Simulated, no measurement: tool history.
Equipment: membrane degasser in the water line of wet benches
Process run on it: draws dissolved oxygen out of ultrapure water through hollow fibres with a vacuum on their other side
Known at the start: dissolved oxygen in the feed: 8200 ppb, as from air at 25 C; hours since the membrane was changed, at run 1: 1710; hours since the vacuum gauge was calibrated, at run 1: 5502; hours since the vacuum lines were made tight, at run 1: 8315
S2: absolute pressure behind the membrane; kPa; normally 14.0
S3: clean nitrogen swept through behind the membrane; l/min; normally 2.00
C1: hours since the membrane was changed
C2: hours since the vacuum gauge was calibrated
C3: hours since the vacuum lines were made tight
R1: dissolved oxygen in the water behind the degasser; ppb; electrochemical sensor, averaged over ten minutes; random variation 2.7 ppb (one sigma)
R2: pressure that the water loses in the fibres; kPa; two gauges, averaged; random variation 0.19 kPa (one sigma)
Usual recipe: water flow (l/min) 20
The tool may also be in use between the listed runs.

Run 1, hour 0.0: usual settings; C1 1710; C2 5502; C3 8315. Result: R1 328.2 ppb, R2 39.70 kPa.
Run 2, hour 30.6: usual settings but S2 10.6 kPa; C1 1740; C2 5532; C3 8346. Result: R1 252.7 ppb, R2 39.62 kPa.
Run 3, hour 73.4: usual settings but S3 1.84 l/min; C1 1783; C2 5575; C3 8389. Result: R1 346.5 ppb, R2 39.86 kPa.
Run 4, hour 95.4: usual settings; C1 1805; C2 5597; C3 8411. Result: R1 328.2 ppb, R2 39.66 kPa.
Run 5, hour 116.7: usual settings; C1 1826; C2 5618; C3 8432. Result: R1 333.5 ppb, R2 39.67 kPa.
Run 6, hour 154.0: usual settings; C1 1864; C2 5656; C3 8469. Result: R1 327.2 ppb, R2 39.67 kPa.
Run 7, hour 198.8: usual settings; C1 1908; C2 5701; C3 8514. Result: R1 323.7 ppb, R2 39.42 kPa.
Run 8, hour 244.5: usual settings; C1 1954; C2 5746; C3 8560. Result: R1 327.3 ppb, R2 39.42 kPa.
Run 9, hour 278.2: usual settings; C1 1988; C2 5780; C3 8593. Result: R1 328.5 ppb, R2 39.70 kPa.
Run 10, hour 307.5: usual settings but S2 19.3 kPa; C1 2017; C2 5809; C3 8623. Result: R1 448.7 ppb, R2 39.80 kPa.
Run 11, hour 331.8: usual settings but water flow (l/min) 22, S3 3.28 l/min; C1 2041; C2 5833; C3 8647. Result: R1 276.5 ppb, R2 43.82 kPa.
Run 12, hour 369.7: usual settings but water flow (l/min) 22, S3 3.28 l/min; C1 2079; C2 5871; C3 8685. Result: R1 276.1 ppb, R2 43.30 kPa.
Run 13, hour 393.9: usual settings but S2 12.4 kPa, S3 1.29 l/min; C1 2103; C2 5896; C3 8709. Result: R1 395.0 ppb, R2 39.54 kPa.
Run 14, hour 428.1: usual settings but S2 12.4 kPa, S3 1.29 l/min; C1 2138; C2 5930; C3 8743. Result: R1 401.3 ppb, R2 39.90 kPa.
Run 15, hour 471.4: usual settings but water flow (l/min) 14, S2 11.8 kPa, S3 3.39 l/min; C1 2181; C2 5973; C3 8787. Result: R1 111.3 ppb, R2 28.17 kPa.
Run 16, hour 496.9: usual settings but water flow (l/min) 14, S2 11.8 kPa, S3 3.39 l/min; C1 2206; C2 5999; C3 8812. Result: R1 113.7 ppb, R2 27.99 kPa.
Run 17, hour 533.3: usual settings but water flow (l/min) 19, S2 9.7 kPa, S3 3.39 l/min; C1 2243; C2 6035; C3 8849. Result: R1 154.6 ppb, R2 37.56 kPa.
Run 18, hour 569.8: usual settings but water flow (l/min) 25, S3 1.44 l/min; C1 2279; C2 6071; C3 8885. Result: R1 552.9 ppb, R2 49.66 kPa.
Run 19, hour 594.8: usual settings but water flow (l/min) 16, S3 1.44 l/min; C1 2304; C2 6097; C3 8910. Result: R1 323.8 ppb, R2 31.72 kPa.
Run 20, hour 623.8: usual settings but water flow (l/min) 16, S3 3.08 l/min; C1 2333; C2 6126; C3 8939. Result: R1 175.2 ppb, R2 31.65 kPa.

Each row is a separate what-if for the run after 20, all from the same tool condition, not one after another. Results?
Run A, hour 645.9: usual settings but S2 28.9 kPa; C1 2355; C2 6148; C3 8961. Result: R1 ?, R2 ?.
Run B, hour 645.9: usual settings but water flow (l/min) 13, S2 9.2 kPa, S3 1.67 l/min; C1 2355; C2 6148; C3 8961. Result: R1 ?, R2 ?.
Run C, hour 645.9: usual settings but S2 29.3 kPa, S3 4.85 l/min; C1 2355; C2 6148; C3 8961. Result: R1 ?, R2 ?.
Run D, hour 645.9: usual settings but S3 1.18 l/min; C1 2355; C2 6148; C3 8961. Result: R1 ?, R2 ?.
Run E, hour 645.9: usual settings but water flow (l/min) 27, S2 15.1 kPa, S3 3.08 l/min; C1 2355; C2 6148; C3 8961. Result: R1 ?, R2 ?.

run     R1     R2
  A  641.7  39.74
  B  138.1  25.84
  C  336.5  39.87
  D  483.1  39.80
  E  420.0  53.59
Without the tool's hidden state the same runs would have given:
run     R1     R2
  A  616.7  39.10
  B  126.7  25.43
  C  320.6  39.22
  D  460.9  39.16
  E  399.9  52.73

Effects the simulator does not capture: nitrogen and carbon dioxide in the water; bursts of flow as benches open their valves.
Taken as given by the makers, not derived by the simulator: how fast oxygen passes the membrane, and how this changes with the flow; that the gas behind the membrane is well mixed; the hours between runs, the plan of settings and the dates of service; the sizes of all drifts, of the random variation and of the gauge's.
